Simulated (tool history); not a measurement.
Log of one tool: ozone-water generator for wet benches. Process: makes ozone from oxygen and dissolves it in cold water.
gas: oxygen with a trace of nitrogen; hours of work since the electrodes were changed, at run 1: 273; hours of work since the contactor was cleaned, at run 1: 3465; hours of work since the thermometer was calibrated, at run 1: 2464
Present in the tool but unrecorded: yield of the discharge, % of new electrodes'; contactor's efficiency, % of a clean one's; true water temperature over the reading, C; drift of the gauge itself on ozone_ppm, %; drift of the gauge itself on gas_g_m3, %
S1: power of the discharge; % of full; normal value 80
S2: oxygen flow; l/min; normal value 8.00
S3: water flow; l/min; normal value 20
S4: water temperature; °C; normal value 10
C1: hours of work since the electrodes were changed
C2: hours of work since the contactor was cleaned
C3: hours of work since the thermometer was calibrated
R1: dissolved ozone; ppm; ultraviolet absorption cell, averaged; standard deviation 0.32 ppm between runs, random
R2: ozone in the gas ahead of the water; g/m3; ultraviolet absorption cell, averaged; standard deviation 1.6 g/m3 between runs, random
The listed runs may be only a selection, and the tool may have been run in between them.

run     day  S1     S2  S3  S4   C1    C2    C3    R1     R2
  1   0.000  80   8.00  20  10  273  3465  2464  49.5  298.7
  2   1.492  80   8.00  20  10  302  3494  2494  49.5  300.7
  3   3.075  80   8.00  20  10  333  3525  2525  49.5  300.7
  4   5.554  80   8.00  20  10  382  3574  2574  49.2  295.6
  5   8.108  80   8.00  20  10  433  3625  2624  49.3  301.6
  6   9.229  80  10.95  20  10  455  3647  2647  49.1  254.7
  7  11.117  80  10.95  20  10  492  3684  2684  48.4  252.9
  8  12.700  80   8.00  20  10  523  3715  2715  49.1  298.5
  9  14.092  80   8.00  20  10  551  3743  2743  48.6  296.5
 10  15.712  76   8.00  14  10  583  3775  2775  58.1  287.8
 11  18.250  43  11.83  26   5  633  3825  2825  29.2  158.8
 12  19.442  43  11.83  26   5  656  3848  2848  29.0  159.4
 13  21.092  43  11.83  26   5  689  3881  2881  29.2  159.3
 14  22.933  43  11.83  26   5  725  3917  2917  28.8  156.7
 15  24.288  43  11.83  26   5  752  3944  2944  29.1  156.7
 16  26.525  43  11.83  14   5  796  3988  2988  41.6  159.7
 17  28.996  43  14.22  14  14  845  4037  3037  32.8  142.2
 18  30.321  41   8.00  20  11  871  4063  3063  30.3  188.6

Here are 5 independent what-if runs from the current tool condition. What would each one return?
  A  32.646  60  5.51  15  10  917  4109  3109   ?   ?
  B  32.646  41  8.00  20  16  917  4109  3109   ?   ?
  C  32.646  50  8.00  26  11  917  4109  3109   ?   ?
  D  32.646  80  7.96  18   8  917  4109  3109   ?   ?
  E  32.646  41  7.14  30  14  917  4109  3109   ?   ?

run    R1     R2
  A  49.0  296.1
  B  28.0  188.6
  C  29.4  214.1
  D  53.2  295.1
  E  21.8  199.4
The same runs, with their run-to-run variation unchanged, on a tool lacking any hidden condition would have given:
run    R1     R2
  A  51.3  301.5
  B  29.2  191.0
  C  30.9  217.4
  D  56.1  301.5
  E  22.9  202.0
